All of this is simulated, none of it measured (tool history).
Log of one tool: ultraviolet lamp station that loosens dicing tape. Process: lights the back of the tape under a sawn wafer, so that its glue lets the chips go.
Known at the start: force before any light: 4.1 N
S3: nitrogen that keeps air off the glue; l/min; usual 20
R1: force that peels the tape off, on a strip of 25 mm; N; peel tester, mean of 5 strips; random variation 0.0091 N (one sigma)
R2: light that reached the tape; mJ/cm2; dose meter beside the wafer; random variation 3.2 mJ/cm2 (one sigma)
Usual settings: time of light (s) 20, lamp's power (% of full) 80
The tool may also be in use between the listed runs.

Run 1, day 0: usual settings. Result: R1 0.664 N, R2 360 mJ/cm2.
Run 2, day 1.133: usual settings. Result: R1 0.701 N, R2 362 mJ/cm2.
Run 3, day 2.121: usual settings. Result: R1 0.713 N, R2 360 mJ/cm2.
Run 4, day 2.842: usual settings but lamp's power (% of full) 79. Result: R1 0.766 N, R2 349 mJ/cm2.
Run 5, day 4.346: usual settings but lamp's power (% of full) 79. Result: R1 0.759 N, R2 345 mJ/cm2.
Run 6, day 5.775: usual settings. Result: R1 0.78 N, R2 343 mJ/cm2.
Run 7, day 7.192: usual settings. Result: R1 0.755 N, R2 338 mJ/cm2.
Run 8, day 8.15: usual settings. Result: R1 0.808 N, R2 328 mJ/cm2.
Run 9, day 8.888: usual settings. Result: R1 0.825 N, R2 332 mJ/cm2.
Run 10, day 9.846: usual settings. Result: R1 0.798 N, R2 323 mJ/cm2.
Run 11, day 11.45: usual settings. Result: R1 0.864 N, R2 318 mJ/cm2.
Run 12, day 13.029: usual settings. Result: R1 0.884 N, R2 311 mJ/cm2.
Run 13, day 14.525: usual settings. Result: R1 0.915 N, R2 299 mJ/cm2.
At day 14.658: lamp changed.
Run 14, day 15.229: usual settings but time of light (s) 13. Result: R1 0.992 N, R2 277 mJ/cm2.
Run 15, day 15.996: usual settings but time of light (s) 13. Result: R1 1.021 N, R2 281 mJ/cm2.
At day 16.158: window cleaned of glue's vapour.
Run 16, day 17.379: usual settings but S3 36 l/min. Result: R1 0.494 N, R2 403 mJ/cm2.
Run 17, day 18.854: usual settings but time of light (s) 15, lamp's power (% of full) 61. Result: R1 1.3 N, R2 223 mJ/cm2.
Run 18, day 19.717: usual settings but time of light (s) 23, lamp's power (% of full) 77, S3 18 l/min. Result: R1 0.514 N, R2 431 mJ/cm2.
Run 19, day 21.029: usual settings but time of light (s) 23, lamp's power (% of full) 77, S3 18 l/min. Result: R1 0.526 N, R2 421 mJ/cm2.
Run 20, day 22.479: usual settings but time of light (s) 21, lamp's power (% of full) 89, S3 14 l/min. Result: R1 0.56 N, R2 441 mJ/cm2.
Run 21, day 23.671: usual settings but time of light (s) 21, lamp's power (% of full) 89, S3 14 l/min. Result: R1 0.573 N, R2 434 mJ/cm2.
Run 22, day 24.754: usual settings but time of light (s) 10, lamp's power (% of full) 87, S3 12 l/min. Result: R1 1.642 N, R2 199 mJ/cm2.
At day 24.921: window cleaned of glue's vapour, once more.
Run 23, day 26.138: usual settings but time of light (s) 10, lamp's power (% of full) 87, S3 12 l/min. Result: R1 1.285 N, R2 249 mJ/cm2.
Run 24, day 27.421: usual settings but time of light (s) 36, lamp's power (% of full) 96. Result: R1 0.12 N, R2 979 mJ/cm2.
Run 25, day 28.233: usual settings but time of light (s) 36, lamp's power (% of full) 96. Result: R1 0.117 N, R2 967 mJ/cm2.
Run 26, day 29.279: usual settings but time of light (s) 36, lamp's power (% of full) 96. Result: R1 0.127 N, R2 959 mJ/cm2.
Run 27, day 30.133: usual settings but lamp's power (% of full) 82, S3 23 l/min. Result: R1 0.453 N, R2 443 mJ/cm2.
Run 28, day 31.25: usual settings but lamp's power (% of full) 82, S3 23 l/min. Result: R1 0.46 N, R2 442 mJ/cm2.
Run 29, day 32.196: usual settings but lamp's power (% of full) 72. Result: R1 0.616 N, R2 384 mJ/cm2.
Run 30, day 33.792: usual settings but time of light (s) 25, lamp's power (% of full) 81, S3 7 l/min. Result: R1 0.541 N, R2 534 mJ/cm2.
Run 31, day 34.921: usual settings but lamp's power (% of full) 63, S3 13 l/min. Result: R1 0.952 N, R2 328 mJ/cm2.
Run 32, day 36.45: usual settings but lamp's power (% of full) 63, S3 13 l/min. Result: R1 0.953 N, R2 322 mJ/cm2.

Some steps in R1 between neighbouring runs. How much of each would the tool show without its hidden state too (settings, what came in, random variation), and how much is left for the hidden state, with any gauge scatter that isn't in both results?
The hidden state here: lamp's light, % of a new lamp's; light that the window lets through, % of a clean one's; drift of the gauge itself on peel_n, %; drift of the gauge itself on dose_mj_cm2, %.
Run 13 -> 14: time of light (s) 20 -> 13, lamp changed. R1 +0.077 N: hidden state -0.341, all else +0.418.
Run 16 -> 17: time of light (s) 20 -> 15, lamp's power (% of full) 80 -> 61, S3 36 -> 20. R1 +0.806 N: hidden state +0.161, all else +0.645.
Run 21 -> 22: time of light (s) 21 -> 10, lamp's power (% of full) 89 -> 87, S3 14 -> 12. R1 +1.069 N: hidden state +0.206, all else +0.863.
Run 22 -> 23: window cleaned of glue's vapour, once more. R1 -0.357 N: hidden state -0.333, all else -0.024.
Run 23 -> 24: time of light (s) 10 -> 36, lamp's power (% of full) 87 -> 96, S3 12 -> 20. R1 -1.165 N: hidden state -0.119, all else -1.046.
